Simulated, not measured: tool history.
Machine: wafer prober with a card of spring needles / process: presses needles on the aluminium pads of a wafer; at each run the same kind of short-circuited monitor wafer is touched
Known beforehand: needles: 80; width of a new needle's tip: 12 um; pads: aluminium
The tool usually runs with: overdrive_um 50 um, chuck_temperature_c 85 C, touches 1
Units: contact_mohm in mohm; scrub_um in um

run	day	overdrive_um	chuck_temperature_c	touches	contact_mohm	scrub_um
1	0.000	50	85	1	283	11.48
2	0.362	50	85	1	306	11.47
# day 0.492: tips cleaned on abrasive film
3	0.571	50	30	1	171	11.43
4	0.829	59	85	1	205	13.54
5	1.192	59	85	1	242	13.50
6	1.421	59	85	1	251	13.52
7	1.654	59	85	1	265	13.47
# day 1.800: tips cleaned on abrasive film
8	1.988	59	85	1	191	13.52
9	2.396	59	85	1	231	13.51
10	2.783	50	117	1	291	11.40
# day 3.100: tips cleaned on abrasive film
11	3.204	50	117	1	182	11.41
12	3.588	50	117	1	250	11.42
13	3.854	50	85	1	281	11.45
14	4.129	50	85	1	298	11.41
15	4.346	50	85	1	314	11.40
# day 4.412: tips cleaned on abrasive film
16	4.546	50	85	1	187	11.45
17	4.808	50	85	1	233	11.42
18	5.142	50	85	1	274	11.40
19	5.400	48	85	1	301	10.94
20	5.617	57	31	2	219	12.98
# day 5.667: height of the first contact set anew
# day 5.729: tips cleaned on abrasive film
21	5.896	50	42	1	187	11.34
22	6.154	42	85	1	274	9.56
23	6.496	58	85	1	250	13.21
24	6.771	57	122	1	261	12.98
# day 7.033: tips cleaned on abrasive film
25	7.138	57	122	1	175	13.00
26	7.354	39	95	1	280	8.82
# day 7.633: height of the first contact set anew, once more
27	7.746	39	91	3	216	8.94
28	7.988	39	91	3	225	8.96
29	8.271	39	97	3	235	8.96
# day 8.346: tips cleaned on abrasive film
30	8.642	33	25	1	312	7.56
31	9.046	38	25	2	274	8.70
32	9.321	56	77	2	219	12.88
# day 9.654: tips cleaned on abrasive film
33	9.729	39	77	2	178	9.01
34	10.046	57	109	1	216	13.12
35	10.462	30	53	1	497	6.89

Measured minus without-hidden-state, run by run (identical run-to-run variation in each term; gauge scatter may differ):
Hidden state at play: debris on the tips, nm; way that the needles fall short of the set height, um; tips' diameter, um; drift of the gauge itself on contact_mohm, %; drift of the gauge itself on scrub_um, %.
run	contact_mohm	scrub_um
1	+137	-0.05
2	+160	-0.05
3	+39	-0.06
4	+65	-0.06
5	+100	-0.06
6	+112	-0.06
7	+123	-0.06
8	+48	-0.07
9	+92	-0.07
10	+144	-0.07
11	+36	-0.08
12	+101	-0.09
13	+137	-0.08
14	+155	-0.08
15	+168	-0.08
16	+43	-0.09
17	+90	-0.09
18	+131	-0.09
19	+159	-0.09
20	+85	-0.09
21	+53	-0.12
22	+128	-0.11
23	+107	-0.12
24	+116	-0.12
25	+31	-0.12
26	+129	-0.13
27	+71	+0.00
28	+81	+0.00
29	+88	+0.00
30	+173	-0.01
31	+136	-0.01
32	+76	-0.01
33	+32	-0.02
34	+72	-0.02
35	+353	-0.02
